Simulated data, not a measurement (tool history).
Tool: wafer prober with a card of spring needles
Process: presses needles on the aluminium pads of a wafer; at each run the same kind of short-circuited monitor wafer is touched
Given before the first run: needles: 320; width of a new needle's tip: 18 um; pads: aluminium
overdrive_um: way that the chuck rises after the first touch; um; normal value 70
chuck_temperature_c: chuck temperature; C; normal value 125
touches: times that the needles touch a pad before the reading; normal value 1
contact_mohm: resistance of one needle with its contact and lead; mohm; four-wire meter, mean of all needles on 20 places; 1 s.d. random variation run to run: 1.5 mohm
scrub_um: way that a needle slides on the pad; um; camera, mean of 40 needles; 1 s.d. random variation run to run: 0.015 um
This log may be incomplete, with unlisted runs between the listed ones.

| run | hour | overdrive_um | chuck_temperature_c | touches | contact_mohm | scrub_um |
|---|---|---|---|---|---|---|
| 1 | 0.0 | 70 | 125 | 1 | 161 | 16.01 |
|  | 13.2 | tips cleaned on abrasive film |
| 2 | 18.1 | 70 | 125 | 1 | 158 | 15.99 |
|  | 31.7 | tips cleaned on abrasive film |
| 3 | 34.1 | 75 | 125 | 1 | 148 | 17.09 |
| 4 | 42.8 | 70 | 125 | 1 | 171 | 15.97 |
|  | 50.7 | tips cleaned on abrasive film |
| 5 | 59.0 | 70 | 125 | 1 | 168 | 15.94 |
|  | 69.0 | tips cleaned on abrasive film |
| 6 | 74.8 | 51 | 125 | 1 | 182 | 11.55 |
|  | 87.8 | tips cleaned on abrasive film |
| 7 | 92.7 | 51 | 125 | 1 | 182 | 11.51 |
| 8 | 100.3 | 51 | 125 | 1 | 213 | 11.52 |
|  | 106.5 | tips cleaned on abrasive film |
| 9 | 113.7 | 51 | 125 | 1 | 193 | 11.50 |
| 10 | 121.6 | 70 | 125 | 1 | 177 | 15.88 |
|  | 125.5 | tips cleaned on abrasive film |
|  | 135.9 | height of the first contact set anew |
| 11 | 135.9 | 70 | 125 | 1 | 171 | 16.14 |
|  | 144.6 | tips cleaned on abrasive film |
| 12 | 153.0 | 70 | 46 | 1 | 162 | 16.09 |
| 13 | 161.7 | 70 | 46 | 1 | 177 | 16.09 |
|  | 163.2 | tips cleaned on abrasive film |
| 14 | 179.6 | 70 | 46 | 1 | 176 | 16.07 |
|  | 182.2 | tips cleaned on abrasive film |
| 15 | 196.3 | 70 | 46 | 1 | 174 | 16.02 |
|  | 201.9 | tips cleaned on abrasive film |
| 16 | 207.8 | 70 | 46 | 1 | 151 | 16.01 |
|  | 220.5 | tips cleaned on abrasive film |
| 17 | 224.7 | 70 | 29 | 1 | 146 | 16.01 |
| 18 | 237.9 | 70 | 29 | 1 | 178 | 15.99 |
|  | 239.7 | tips cleaned on abrasive film |
| 19 | 255.9 | 70 | 29 | 1 | 178 | 15.99 |
|  | 258.7 | tips cleaned on abrasive film |
| 20 | 265.0 | 78 | 29 | 1 | 149 | 17.81 |
| 21 | 273.0 | 63 | 56 | 1 | 186 | 14.34 |
|  | 277.1 | tips cleaned on abrasive film |
| 22 | 287.5 | 69 | 49 | 2 | 152 | 15.71 |
|  | 296.5 | tips cleaned on abrasive film |
| 23 | 297.2 | 60 | 86 | 1 | 142 | 13.61 |
| 24 | 309.4 | 70 | 63 | 3 | 146 | 15.90 |
|  | 315.8 | tips cleaned on abrasive film |
| 25 | 327.4 | 59 | 125 | 1 | 191 | 13.38 |
|  | 334.3 | tips cleaned on abrasive film |
| 26 | 336.4 | 70 | 100 | 1 | 148 | 15.89 |
| 27 | 350.5 | 63 | 125 | 2 | 172 | 14.28 |

Run 28 is up next; what results do you expect?
|  | 353.4 | tips cleaned on abrasive film |
| 28 | 362.4 | 63 | 125 | 2 | ? | ? |

Run 28 came out at contact_mohm 163 mohm, scrub_um 14.23 um.
With no hidden state in the tool, this same run would have given contact_mohm 139 mohm, scrub_um 14.49 um.

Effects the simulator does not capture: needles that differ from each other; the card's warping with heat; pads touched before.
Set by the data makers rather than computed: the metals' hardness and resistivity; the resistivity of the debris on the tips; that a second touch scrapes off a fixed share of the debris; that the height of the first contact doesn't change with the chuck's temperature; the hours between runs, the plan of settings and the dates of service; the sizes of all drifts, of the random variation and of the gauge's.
